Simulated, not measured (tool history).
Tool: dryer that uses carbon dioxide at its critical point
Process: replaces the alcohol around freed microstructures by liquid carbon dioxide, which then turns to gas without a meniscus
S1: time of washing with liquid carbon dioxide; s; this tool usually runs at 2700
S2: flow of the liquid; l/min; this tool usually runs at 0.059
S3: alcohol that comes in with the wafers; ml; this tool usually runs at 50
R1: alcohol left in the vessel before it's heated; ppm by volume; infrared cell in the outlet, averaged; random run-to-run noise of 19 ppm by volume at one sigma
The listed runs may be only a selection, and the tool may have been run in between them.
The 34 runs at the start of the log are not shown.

run	hour	S1	S2	S3	R1
35	1017.5	3660	0.0566	45	375
36	1039.1	4140	0.059	34	150
37	1074.1	4140	0.0785	71	92
38	1091.2	2340	0.0785	25	405
39	1131.2	3660	0.0785	90	141
40	1159.8	3660	0.0478	106	2013
41	1184.3	3300	0.0528	41	824
42	1207.6	2940	0.0877	41	153
43	1226.4	2940	0.0877	41	158
44	1261.2	3060	0.0374	35	3528
45	1288.4	3060	0.0374	35	3566
46	1317.2	3060	0.0374	35	3583

Consider 4 possible next runs. They are alternatives, not a sequence: every one starts from the tool as it was left by run 46. What does each give?
A	1348.5	2700	0.0481	50	?
B	1348.5	3480	0.0507	112	?
C	1348.5	2700	0.0644	50	?
D	1348.5	1740	0.0355	40	?

run	R1
A	3494
B	2351
C	1123
D	16070
Take away the tool's hidden state, keep each run's random variation, and the runs would have read:
run	R1
A	2796
B	1734
C	805
D	14517

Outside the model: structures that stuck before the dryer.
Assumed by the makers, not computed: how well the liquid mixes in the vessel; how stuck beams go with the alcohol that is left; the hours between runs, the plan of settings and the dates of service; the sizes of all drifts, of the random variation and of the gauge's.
